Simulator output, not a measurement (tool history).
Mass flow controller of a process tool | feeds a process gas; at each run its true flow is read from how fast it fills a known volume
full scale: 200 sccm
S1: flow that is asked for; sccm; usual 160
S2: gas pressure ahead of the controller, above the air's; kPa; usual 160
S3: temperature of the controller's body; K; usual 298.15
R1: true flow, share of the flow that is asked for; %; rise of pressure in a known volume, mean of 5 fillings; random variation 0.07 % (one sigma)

{"run": 1, "day": 0.0, "S1": 160, "S2": 160, "S3": 298.15, "R1": 102.84}
{"run": 2, "day": 14.825, "S1": 160, "S2": 160, "S3": 298.15, "R1": 103.02}
{"run": 3, "day": 22.608, "S1": 160, "S2": 270, "S3": 298.15, "R1": 103.45}
{"run": 4, "day": 37.788, "S1": 160, "S2": 270, "S3": 298.15, "R1": 103.48}
{"run": 5, "day": 52.521, "S1": 160, "S2": 186, "S3": 298.15, "R1": 103.47}
{"run": 6, "day": 60.154, "S1": 160, "S2": 186, "S3": 298.15, "R1": 103.5}
{"day": 76.254, "done": "controller exchanged for a calibrated one"}
{"run": 7, "day": 76.292, "S1": 160, "S2": 160, "S3": 298.15, "R1": 99.34}
{"run": 8, "day": 83.833, "S1": 160, "S2": 160, "S3": 298.15, "R1": 99.4}
{"run": 9, "day": 91.838, "S1": 160, "S2": 160, "S3": 298.15, "R1": 99.59}
{"run": 10, "day": 102.562, "S1": 160, "S2": 160, "S3": 298.15, "R1": 99.47}
{"run": 11, "day": 112.412, "S1": 160, "S2": 160, "S3": 298.15, "R1": 99.82}
{"run": 12, "day": 124.6, "S1": 160, "S2": 160, "S3": 307.15, "R1": 99.49}
{"run": 13, "day": 132.696, "S1": 76, "S2": 160, "S3": 298.15, "R1": 98.58}
{"run": 14, "day": 140.058, "S1": 76, "S2": 245, "S3": 298.15, "R1": 98.95}
{"run": 15, "day": 151.771, "S1": 76, "S2": 245, "S3": 298.15, "R1": 99.09}
{"run": 16, "day": 159.2, "S1": 76, "S2": 245, "S3": 298.15, "R1": 98.95}
{"run": 17, "day": 166.667, "S1": 76, "S2": 245, "S3": 298.15, "R1": 99.21}
{"run": 18, "day": 179.946, "S1": 76, "S2": 245, "S3": 298.15, "R1": 99.38}
{"run": 19, "day": 189.2, "S1": 76, "S2": 245, "S3": 298.15, "R1": 99.52}
{"run": 20, "day": 201.158, "S1": 76, "S2": 245, "S3": 298.15, "R1": 99.52}
{"run": 21, "day": 212.729, "S1": 29, "S2": 160, "S3": 298.15, "R1": 99.47}
{"run": 22, "day": 229.054, "S1": 160, "S2": 160, "S3": 298.15, "R1": 100.9}
{"run": 23, "day": 236.329, "S1": 160, "S2": 160, "S3": 299.15, "R1": 100.93}
{"run": 24, "day": 245.204, "S1": 160, "S2": 160, "S3": 299.15, "R1": 101.07}
{"run": 25, "day": 254.246, "S1": 160, "S2": 160, "S3": 299.15, "R1": 101.09}
{"run": 26, "day": 267.7, "S1": 104, "S2": 242, "S3": 295.15, "R1": 100.94}
{"run": 27, "day": 278.642, "S1": 38, "S2": 242, "S3": 298.15, "R1": 100.43}
{"run": 28, "day": 291.158, "S1": 23, "S2": 198, "S3": 303.15, "R1": 101.02}
{"run": 29, "day": 304.729, "S1": 23, "S2": 198, "S3": 303.15, "R1": 101.35}
{"run": 30, "day": 314.271, "S1": 160, "S2": 160, "S3": 304.15, "R1": 101.45}
{"run": 31, "day": 327.962, "S1": 160, "S2": 160, "S3": 304.15, "R1": 101.54}
{"run": 32, "day": 343.954, "S1": 129, "S2": 160, "S3": 304.15, "R1": 101.44}
{"run": 33, "day": 352.933, "S1": 197, "S2": 170, "S3": 300.15, "R1": 102.5}
{"run": 34, "day": 368.983, "S1": 55, "S2": 171, "S3": 298.15, "R1": 101.33}
{"run": 35, "day": 378.588, "S1": 55, "S2": 171, "S3": 298.15, "R1": 101.4}
{"run": 36, "day": 390.925, "S1": 55, "S2": 171, "S3": 298.15, "R1": 101.72}
{"run": 37, "day": 403.75, "S1": 176, "S2": 156, "S3": 295.15, "R1": 102.94}
{"run": 38, "day": 415.471, "S1": 66, "S2": 160, "S3": 308.15, "R1": 101.37}
{"run": 39, "day": 429.15, "S1": 63, "S2": 156, "S3": 298.15, "R1": 102.03}
{"run": 40, "day": 443.962, "S1": 45, "S2": 247, "S3": 298.15, "R1": 102.73}
{"run": 41, "day": 460.475, "S1": 45, "S2": 247, "S3": 296.15, "R1": 102.89}
{"run": 42, "day": 473.633, "S1": 160, "S2": 218, "S3": 312.15, "R1": 102.87}
{"run": 43, "day": 489.333, "S1": 160, "S2": 218, "S3": 312.15, "R1": 102.97}
{"run": 44, "day": 501.083, "S1": 160, "S2": 218, "S3": 312.15, "R1": 103.11}
{"run": 45, "day": 516.825, "S1": 160, "S2": 140, "S3": 305.15, "R1": 103.33}
{"run": 46, "day": 529.938, "S1": 160, "S2": 201, "S3": 299.15, "R1": 103.92}
{"run": 47, "day": 540.65, "S1": 160, "S2": 201, "S3": 299.15, "R1": 103.97}
{"day": 542.204, "done": "controller exchanged for a calibrated one"}
{"run": 48, "day": 556.338, "S1": 102, "S2": 160, "S3": 297.15, "R1": 98.28}

Measured less the same run without the tool's hidden state. The same run-to-run variation is in both; the gauge's scatter may not be:
The hidden state here: flow at rest that the sensor doesn't see, % of full scale; true flow over the shown one, %; drift of the gauge itself on true_pct, %.
run=1 R1=+3.66
run=2 R1=+3.81
run=3 R1=+3.90
run=4 R1=+4.04
run=5 R1=+4.19
run=6 R1=+4.27
run=7 R1=+0.14
run=8 R1=+0.21
run=9 R1=+0.30
run=10 R1=+0.41
run=11 R1=+0.51
run=12 R1=+0.64
run=13 R1=+0.82
run=14 R1=+0.90
run=15 R1=+1.04
run=16 R1=+1.13
run=17 R1=+1.21
run=18 R1=+1.38
run=19 R1=+1.48
run=20 R1=+1.62
run=21 R1=+2.49
run=22 R1=+1.67
run=23 R1=+1.73
run=24 R1=+1.82
run=25 R1=+1.91
run=26 R1=+2.20
run=27 R1=+3.16
run=28 R1=+4.28
run=29 R1=+4.53
run=30 R1=+2.49
run=31 R1=+2.62
run=32 R1=+2.90
run=33 R1=+2.79
run=34 R1=+3.91
run=35 R1=+4.03
run=36 R1=+4.20
run=37 R1=+3.34
run=38 R1=+4.24
run=39 R1=+4.49
run=40 R1=+5.24
run=41 R1=+5.46
run=42 R1=+4.08
run=43 R1=+4.24
run=44 R1=+4.37
run=45 R1=+4.53
run=46 R1=+4.66
run=47 R1=+4.77
run=48 R1=+0.00

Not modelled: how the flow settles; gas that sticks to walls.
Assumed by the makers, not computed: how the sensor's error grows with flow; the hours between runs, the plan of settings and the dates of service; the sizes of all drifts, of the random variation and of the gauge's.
